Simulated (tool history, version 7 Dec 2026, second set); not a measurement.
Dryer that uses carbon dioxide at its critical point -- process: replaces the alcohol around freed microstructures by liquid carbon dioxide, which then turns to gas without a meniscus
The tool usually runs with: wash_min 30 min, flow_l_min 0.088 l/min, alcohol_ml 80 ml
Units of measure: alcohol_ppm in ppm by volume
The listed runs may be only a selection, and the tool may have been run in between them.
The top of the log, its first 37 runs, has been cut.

run    hour  wash_min  flow_l_min  alcohol_ml  hours of work since the filter was changed  hours of work since the purifier's bed was changed  alcohol_ppm
 38   958.5        23       0.069          86                                          24                                                 536        16841
 39     985        35       0.069          86                                          38                                                 551         5811
 40  1003.6        35       0.069          61                                          49                                                 562         4346
 41  1019.2        35      0.0872          34                                          58                                                 570         1215
 42  1051.9        42       0.088          80                                          76                                                 589         1320
 43  1076.3        30       0.088          84                                          90                                                 602         5178
 44  1101.8        30      0.0961          66                                         104                                                 617         3260
 45  1120.8        40      0.1028          35                                         115                                                 627          637

Each row is a separate what-if for the run after 45, all from the same tool condition, not one after another. Results?
  A  1140.6        29      0.0616          70                                         126                                                 639            ?
  B  1140.6        30         0.1         100                                         126                                                 639            ?
  C  1140.6        40      0.1033          35                                         126                                                 639            ?
  D  1140.6        30      0.0565          80                                         126                                                 639            ?
  E  1140.6        18       0.121          46                                         126                                                 639            ?

run  alcohol_ppm
  A        14464
  B         4535
  C          655
  D        18774
  E         6002
Had the tool no hidden state, the same runs would have come out as:
run  alcohol_ppm
  A         9716
  B         2252
  C          156
  D        12912
  E         3598

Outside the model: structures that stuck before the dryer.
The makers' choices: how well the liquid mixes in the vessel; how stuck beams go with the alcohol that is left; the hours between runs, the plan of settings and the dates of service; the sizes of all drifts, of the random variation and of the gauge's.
